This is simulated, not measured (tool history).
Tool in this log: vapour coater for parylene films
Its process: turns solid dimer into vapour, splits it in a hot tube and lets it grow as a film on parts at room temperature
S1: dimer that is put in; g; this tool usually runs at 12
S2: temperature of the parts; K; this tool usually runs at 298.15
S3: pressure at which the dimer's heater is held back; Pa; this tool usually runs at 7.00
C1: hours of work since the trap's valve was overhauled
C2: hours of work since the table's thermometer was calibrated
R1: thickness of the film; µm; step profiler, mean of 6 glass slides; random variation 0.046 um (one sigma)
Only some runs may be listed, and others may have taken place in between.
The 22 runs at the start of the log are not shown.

Run 23, hour 378.4: usual settings; C1 313; C2 536. Result: R1 5.11 µm.
Run 24, hour 390.6: usual settings; C1 322; C2 545. Result: R1 5.09 µm.
Run 25, hour 417.3: usual settings but S2 306.15 K, S3 4.05 Pa; C1 340; C2 563. Result: R1 4.76 µm.
Run 26, hour 443.6: usual settings but S1 10 g, S2 290.15 K, S3 5.11 Pa; C1 358; C2 581. Result: R1 5.42 µm.
Run 27, hour 466.7: usual settings but S1 10 g, S2 290.15 K, S3 5.11 Pa; C1 374; C2 597. Result: R1 5.43 µm.
Run 28, hour 490.4: usual settings but S1 10 g, S2 290.15 K, S3 5.11 Pa; C1 390; C2 613. Result: R1 5.37 µm.
Run 29, hour 514.0: usual settings but S1 10 g, S2 290.15 K, S3 5.11 Pa; C1 406; C2 629. Result: R1 5.39 µm.
Run 30, hour 536.1: usual settings but S1 8 g, S2 295.15 K, S3 3.77 Pa; C1 421; C2 644. Result: R1 4.01 µm.
Run 31, hour 561.0: usual settings but S1 11 g, S2 293.15 K, S3 9.57 Pa; C1 439; C2 661. Result: R1 4.94 µm.
Run 32, hour 586.3: usual settings but S1 7 g, S2 293.15 K, S3 3.98 Pa; C1 456; C2 678. Result: R1 3.71 µm.
Run 33, hour 604.8: usual settings but S1 7 g, S2 293.15 K, S3 3.98 Pa; C1 469; C2 691. Result: R1 3.71 µm.
Run 34, hour 629.7: usual settings but S2 310.15 K, S3 4.24 Pa; C1 486; C2 708. Result: R1 4.37 µm.
Run 35, hour 641.4: usual settings but S2 310.15 K, S3 10.87 Pa; C1 494; C2 716. Result: R1 3.57 µm.
Run 36, hour 659.6: usual settings but S1 10 g, S2 291.15 K, S3 3.22 Pa; C1 506; C2 729. Result: R1 5.63 µm.
Run 37, hour 685.2: usual settings but S1 10 g, S2 291.15 K, S3 3.22 Pa; C1 524; C2 746. Result: R1 5.63 µm.
Run 38, hour 700.1: usual settings but S1 14 g, S2 309.15 K; C1 534; C2 756. Result: R1 4.64 µm.
Run 39, hour 725.6: usual settings but S2 299.15 K, S3 4.90 Pa; C1 551; C2 774. Result: R1 5.24 µm.
Run 40, hour 750.0: usual settings but S2 296.15 K, S3 4.90 Pa; C1 568; C2 791. Result: R1 5.65 µm.
Run 41, hour 773.4: usual settings but S2 290.15 K, S3 4.63 Pa; C1 584; C2 807. Result: R1 6.53 µm.
Run 42, hour 787.5: usual settings but S2 290.15 K, S3 4.63 Pa; C1 594; C2 816. Result: R1 6.48 µm.
Run 43, hour 814.3: usual settings but S1 21 g, S2 297.15 K, S3 2.76 Pa; C1 612; C2 835. Result: R1 10.59 µm.
At hour 827.6: trap's valve overhauled.
Run 44, hour 842.1: usual settings but S1 7 g, S2 297.15 K, S3 2.40 Pa; C1 10; C2 851. Result: R1 3.83 µm.
Run 45, hour 858.1: usual settings but S1 8 g, S2 297.15 K, S3 3.23 Pa; C1 21; C2 862. Result: R1 4.15 µm.
Run 46, hour 879.1: usual settings but S1 18 g, S2 293.15 K, S3 4.14 Pa; C1 35; C2 876. Result: R1 9.63 µm.
Run 47, hour 901.7: usual settings but S1 18 g, S2 293.15 K, S3 4.14 Pa; C1 51; C2 892. Result: R1 9.57 µm.

Forecast each of these 4 alternatives for the next run:
Run A, hour 913.5: usual settings but S1 16 g, S2 291.15 K, S3 2.04 Pa; C1 59; C2 900. Result: R1 ?.
Run B, hour 913.5: usual settings but S1 19 g, S2 293.15 K, S3 4.14 Pa; C1 59; C2 900. Result: R1 ?.
Run C, hour 913.5: usual settings but S3 3.56 Pa; C1 59; C2 900. Result: R1 ?.
Run D, hour 913.5: usual settings but S1 5 g, S2 294.15 K, S3 4.28 Pa; C1 59; C2 900. Result: R1 ?.

run     R1
  A  10.26
  B  10.20
  C   5.93
  D   2.58
With the hidden condition removed and each run's random variation left untouched, the same runs would have given:
run     R1
  A  10.58
  B  10.52
  C   6.11
  D   2.66
